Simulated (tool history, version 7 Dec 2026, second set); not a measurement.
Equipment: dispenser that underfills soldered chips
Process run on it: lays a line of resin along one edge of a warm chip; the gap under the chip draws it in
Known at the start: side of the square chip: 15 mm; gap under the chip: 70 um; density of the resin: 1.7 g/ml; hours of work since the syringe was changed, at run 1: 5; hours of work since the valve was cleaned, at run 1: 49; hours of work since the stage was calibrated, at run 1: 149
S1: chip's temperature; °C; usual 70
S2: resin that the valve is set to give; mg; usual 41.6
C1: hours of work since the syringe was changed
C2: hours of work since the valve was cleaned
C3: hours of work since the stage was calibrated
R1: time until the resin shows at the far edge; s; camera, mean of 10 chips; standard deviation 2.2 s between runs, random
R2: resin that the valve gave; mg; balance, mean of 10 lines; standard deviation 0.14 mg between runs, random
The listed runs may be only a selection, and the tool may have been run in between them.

| run | hour | S1 | S2 | C1 | C2 | C3 | R1 | R2 |
|---|---|---|---|---|---|---|---|---|
| 1 | 0.0 | 70 | 41.6 | 5 | 49 | 149 | 293.6 | 40.73 |
|  | 4.4 | new syringe of resin |
| 2 | 7.9 | 64 | 41.6 | 3 | 55 | 155 | 303.3 | 40.63 |
|  | 16.8 | new syringe of resin |
| 3 | 21.1 | 64 | 41.6 | 3 | 64 | 164 | 314.0 | 40.49 |
|  | 29.0 | new syringe of resin |
| 4 | 30.1 | 70 | 36.0 | 1 | 71 | 171 | 231.8 | 34.99 |
| 5 | 38.0 | 70 | 41.6 | 7 | 77 | 176 | 309.1 | 40.61 |
|  | 41.4 | new syringe of resin |
| 6 | 52.4 | 70 | 41.6 | 8 | 87 | 187 | 326.7 | 40.19 |
|  | 53.7 | new syringe of resin |
| 7 | 61.8 | 70 | 41.6 | 6 | 94 | 193 | 305.5 | 40.31 |
|  | 65.8 | new syringe of resin |
| 8 | 74.0 | 70 | 41.6 | 6 | 102 | 202 | 304.4 | 40.08 |
|  | 78.2 | new syringe of resin |
| 9 | 80.5 | 70 | 41.6 | 2 | 107 | 206 | 238.0 | 40.00 |
|  | 90.9 | new syringe of resin |
| 10 | 94.1 | 70 | 53.5 | 2 | 116 | 216 | 237.7 | 50.86 |
|  | 103.0 | new syringe of resin |
| 11 | 107.1 | 70 | 53.5 | 3 | 126 | 225 | 248.8 | 51.04 |
|  | 115.4 | new syringe of resin |
| 12 | 118.8 | 63 | 41.6 | 2 | 134 | 234 | 309.4 | 39.47 |
|  | 127.9 | new syringe of resin |
|  | 128.9 | dispensing valve cleaned and set on the balance |
| 13 | 130.3 | 63 | 41.6 | 1 | 1 | 241 | 285.1 | 41.48 |
|  | 141.0 | new syringe of resin |
| 14 | 141.2 | 56 | 42.6 | 0 | 9 | 249 | 358.0 | 42.24 |
|  | 153.6 | new syringe of resin |
| 15 | 154.0 | 73 | 53.5 | 0 | 18 | 258 | 185.3 | 52.97 |
| 16 | 160.8 | 73 | 53.5 | 5 | 23 | 263 | 246.5 | 53.03 |
|  | 165.8 | new syringe of resin |
| 17 | 173.2 | 73 | 53.5 | 5 | 32 | 272 | 252.0 | 53.03 |
|  | 177.8 | new syringe of resin |
| 18 | 185.4 | 73 | 42.6 | 6 | 40 | 281 | 257.0 | 41.85 |
|  | 190.2 | new syringe of resin |
| 19 | 198.6 | 67 | 41.6 | 6 | 50 | 290 | 335.3 | 40.93 |

Below are 4 alternative next runs, each starting from the tool's condition after run 19. Predict each:
|  | 202.1 | new syringe of resin |
| A | 207.6 | 67 | 53.3 | 4 | 56 | 296 | ? | ? |
|  | 202.1 | new syringe of resin |
| B | 207.6 | 71 | 41.6 | 4 | 56 | 296 | ? | ? |
|  | 202.1 | new syringe of resin |
| C | 207.6 | 65 | 36.0 | 4 | 56 | 296 | ? | ? |
|  | 202.1 | new syringe of resin |
| D | 207.6 | 70 | 45.1 | 4 | 56 | 296 | ? | ? |

| run | R1 | R2 |
|---|---|---|
| A | 283.8 | 52.07 |
| B | 251.7 | 40.67 |
| C | 319.3 | 35.28 |
| D | 261.6 | 44.14 |
Without the tool's unlogged condition, the same runs would have read:
| run | R1 | R2 |
|---|---|---|
| A | 239.4 | 53.22 |
| B | 211.7 | 41.57 |
| C | 268.2 | 36.06 |
| D | 220.1 | 45.11 |
